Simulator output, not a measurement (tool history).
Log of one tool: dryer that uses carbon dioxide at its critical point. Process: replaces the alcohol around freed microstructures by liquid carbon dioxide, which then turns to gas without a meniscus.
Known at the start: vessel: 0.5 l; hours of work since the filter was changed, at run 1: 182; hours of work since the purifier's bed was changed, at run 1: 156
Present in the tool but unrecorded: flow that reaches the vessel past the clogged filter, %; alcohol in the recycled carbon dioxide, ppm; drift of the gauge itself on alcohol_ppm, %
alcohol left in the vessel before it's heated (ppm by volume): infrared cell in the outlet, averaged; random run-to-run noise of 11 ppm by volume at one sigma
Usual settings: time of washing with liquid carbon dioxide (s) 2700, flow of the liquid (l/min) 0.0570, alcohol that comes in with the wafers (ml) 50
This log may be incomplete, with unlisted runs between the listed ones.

run,hour,time of washing with liquid carbon dioxide (s),flow of the liquid (l/min),alcohol that comes in with the wafers (ml),hours of work since the filter was changed,hours of work since the purifier's bed was changed,alcohol left in the vessel before it's heated (ppm by volume)
1,0.0,2700,0.0570,50,182,156,751
2,8.0,2700,0.0570,50,186,160,794
3,17.0,2700,0.0570,50,190,164,781
4,32.1,2700,0.0570,50,197,171,760
5,45.5,2700,0.0570,50,204,178,795
6,59.1,2700,0.0570,50,210,184,815
7,72.6,2700,0.0570,50,217,191,786
8,81.2,2700,0.0570,50,221,195,796
9,93.6,2700,0.0570,50,227,201,827
10,106.2,2700,0.0496,113,233,207,3440
11,116.3,2700,0.0950,79,238,212,88
12,130.0,1740,0.0735,27,244,218,880
13,145.7,1800,0.0570,115,252,226,8919

Predict each of these 4 candidate next runs independently; none follows another, all start after run 13:
A,163.7,4140,0.0570,115,261,235,?
B,163.7,2220,0.0466,49,261,235,?
C,163.7,1800,0.0776,85,261,235,?
D,163.7,1740,0.0345,77,261,235,?

run,alcohol left in the vessel before it's heated (ppm by volume)
A,193
B,3961
C,1924
D,24667
Stripped of hidden state, with their random variation kept, the same runs would have yielded:
run,alcohol left in the vessel before it's heated (ppm by volume)
A,110
B,3521
C,1614
D,23207
